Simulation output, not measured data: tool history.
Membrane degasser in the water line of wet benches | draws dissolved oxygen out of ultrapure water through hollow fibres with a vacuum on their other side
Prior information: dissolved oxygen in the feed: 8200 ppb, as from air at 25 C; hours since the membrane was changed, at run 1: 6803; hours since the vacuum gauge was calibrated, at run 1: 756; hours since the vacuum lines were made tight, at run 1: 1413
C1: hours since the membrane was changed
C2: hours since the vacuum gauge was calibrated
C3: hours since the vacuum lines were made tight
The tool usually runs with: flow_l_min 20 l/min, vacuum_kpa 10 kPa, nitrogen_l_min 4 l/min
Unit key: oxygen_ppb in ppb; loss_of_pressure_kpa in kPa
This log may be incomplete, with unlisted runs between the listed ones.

Run 1, hour 0: usual settings; C1 6803; C2 756; C3 1413. Result: oxygen_ppb 116.4 ppb, loss_of_pressure_kpa 35.3 kPa.
Run 2, hour 129.6: usual settings; C1 6933; C2 886; C3 1543. Result: oxygen_ppb 119.2 ppb, loss_of_pressure_kpa 35.54 kPa.
Run 3, hour 276.3: usual settings; C1 7080; C2 1033; C3 1689. Result: oxygen_ppb 118.3 ppb, loss_of_pressure_kpa 35.34 kPa.
Run 4, hour 402.2: usual settings; C1 7205; C2 1159; C3 1815. Result: oxygen_ppb 118.5 ppb, loss_of_pressure_kpa 35.29 kPa.
Run 5, hour 550.1: usual settings; C1 7353; C2 1306; C3 1963. Result: oxygen_ppb 118.5 ppb, loss_of_pressure_kpa 35.29 kPa.
Run 6, hour 678.6: usual settings; C1 7482; C2 1435; C3 2092. Result: oxygen_ppb 121.1 ppb, loss_of_pressure_kpa 35.57 kPa.
Run 7, hour 759.9: usual settings; C1 7563; C2 1516; C3 2173. Result: oxygen_ppb 119.2 ppb, loss_of_pressure_kpa 35.66 kPa.
Run 8, hour 927.9: usual settings but nitrogen_l_min 5.98 l/min; C1 7731; C2 1684; C3 2341. Result: oxygen_ppb 92.3 ppb, loss_of_pressure_kpa 35.61 kPa.
Run 9, hour 1071.3: usual settings but flow_l_min 25 l/min, nitrogen_l_min 5.98 l/min; C1 7875; C2 1828; C3 2484. Result: oxygen_ppb 121.5 ppb, loss_of_pressure_kpa 44.55 kPa.
Run 10, hour 1153.7: usual settings; C1 7957; C2 1910; C3 2567. Result: oxygen_ppb 118.6 ppb, loss_of_pressure_kpa 35.41 kPa.
Run 11, hour 1254: usual settings but flow_l_min 13 l/min; C1 8057; C2 2010; C3 2667. Result: oxygen_ppb 73.1 ppb, loss_of_pressure_kpa 23.22 kPa.
Run 12, hour 1347.6: usual settings; C1 8151; C2 2104; C3 2761. Result: oxygen_ppb 118.9 ppb, loss_of_pressure_kpa 36.02 kPa.
Run 13, hour 1492.7: usual settings but vacuum_kpa 12.7 kPa, nitrogen_l_min 5.89 l/min; C1 8296; C2 2249; C3 2906. Result: oxygen_ppb 117.6 ppb, loss_of_pressure_kpa 35.72 kPa.
Run 14, hour 1651.2: usual settings but flow_l_min 13 l/min, vacuum_kpa 19.8 kPa, nitrogen_l_min 4.35 l/min; C1 8454; C2 2408; C3 3064. Result: oxygen_ppb 143.8 ppb, loss_of_pressure_kpa 23.6 kPa.
Run 15, hour 1805.5: usual settings but flow_l_min 28 l/min, vacuum_kpa 7.9 kPa, nitrogen_l_min 4.35 l/min; C1 8609; C2 2562; C3 3219. Result: oxygen_ppb 139.8 ppb, loss_of_pressure_kpa 49.93 kPa.
Run 16, hour 1883.7: usual settings but flow_l_min 24 l/min, vacuum_kpa 22.6 kPa, nitrogen_l_min 2.48 l/min; C1 8687; C2 2640; C3 3297. Result: oxygen_ppb 478.2 ppb, loss_of_pressure_kpa 42.53 kPa.
Run 17, hour 2015.5: usual settings but flow_l_min 24 l/min, vacuum_kpa 22.6 kPa, nitrogen_l_min 2.48 l/min; C1 8819; C2 2772; C3 3429. Result: oxygen_ppb 481.1 ppb, loss_of_pressure_kpa 42.71 kPa.
Run 18, hour 2177.2: usual settings but flow_l_min 24 l/min, vacuum_kpa 22.6 kPa, nitrogen_l_min 2.48 l/min; C1 8980; C2 2934; C3 3590. Result: oxygen_ppb 479.5 ppb, loss_of_pressure_kpa 43.24 kPa.
At hour 2258.2: vacuum gauge calibrated.
Run 19, hour 2263.3: usual settings but flow_l_min 24 l/min, vacuum_kpa 9.1 kPa, nitrogen_l_min 2.48 l/min; C1 9066; C2 5; C3 3676. Result: oxygen_ppb 187.7 ppb, loss_of_pressure_kpa 43.03 kPa.
Run 20, hour 2356: usual settings but flow_l_min 24 l/min, vacuum_kpa 8.6 kPa, nitrogen_l_min 2.48 l/min; C1 9159; C2 98; C3 3769. Result: oxygen_ppb 172.9 ppb, loss_of_pressure_kpa 43.26 kPa.
Run 21, hour 2535.6: usual settings but flow_l_min 26 l/min, vacuum_kpa 6.1 kPa; C1 9338; C2 277; C3 3948. Result: oxygen_ppb 105.8 ppb, loss_of_pressure_kpa 46.52 kPa.
Run 22, hour 2679.7: usual settings but flow_l_min 27 l/min, vacuum_kpa 14.5 kPa, nitrogen_l_min 3.33 l/min; C1 9482; C2 421; C3 4092. Result: oxygen_ppb 275.2 ppb, loss_of_pressure_kpa 48.46 kPa.
Run 23, hour 2801: usual settings but flow_l_min 27 l/min, vacuum_kpa 14.5 kPa, nitrogen_l_min 3.33 l/min; C1 9604; C2 543; C3 4214. Result: oxygen_ppb 276.1 ppb, loss_of_pressure_kpa 48.33 kPa.

Measured minus without-hidden-state, run by run (identical run-to-run variation in each term; gauge scatter may differ):
Hidden state at play: membrane still open, %; true pressure behind the membrane over the reading, kPa; air that leaks in behind the membrane, l/min; drift of the gauge itself on oxygen_ppb, %; drift of the gauge itself on loss_of_pressure_kpa, %.
run  oxygen_ppb  loss_of_pressure_kpa
  1        +9.6                 +1.82
  2       +10.1                 +1.86
  3       +10.4                  +1.9
  4       +10.7                 +1.92
  5       +10.9                 +1.97
  6       +11.4                    +2
  7       +11.5                 +2.03
  8       +11.4                 +2.07
  9       +15.5                 +2.66
 10       +12.3                 +2.14
 11          +7                  +1.4
 12       +12.8                  +2.2
 13       +12.8                 +2.23
 14        +8.5                 +1.47
 15       +20.9                 +3.24
 16       +19.7                 +2.79
 17       +20.4                 +2.85
 18       +20.8                 +2.91
 19       +16.4                 +2.94
 20       +16.4                 +2.99
 21       +18.9                 +3.31
 22       +20.4                 +3.47
 23       +20.8                 +3.51

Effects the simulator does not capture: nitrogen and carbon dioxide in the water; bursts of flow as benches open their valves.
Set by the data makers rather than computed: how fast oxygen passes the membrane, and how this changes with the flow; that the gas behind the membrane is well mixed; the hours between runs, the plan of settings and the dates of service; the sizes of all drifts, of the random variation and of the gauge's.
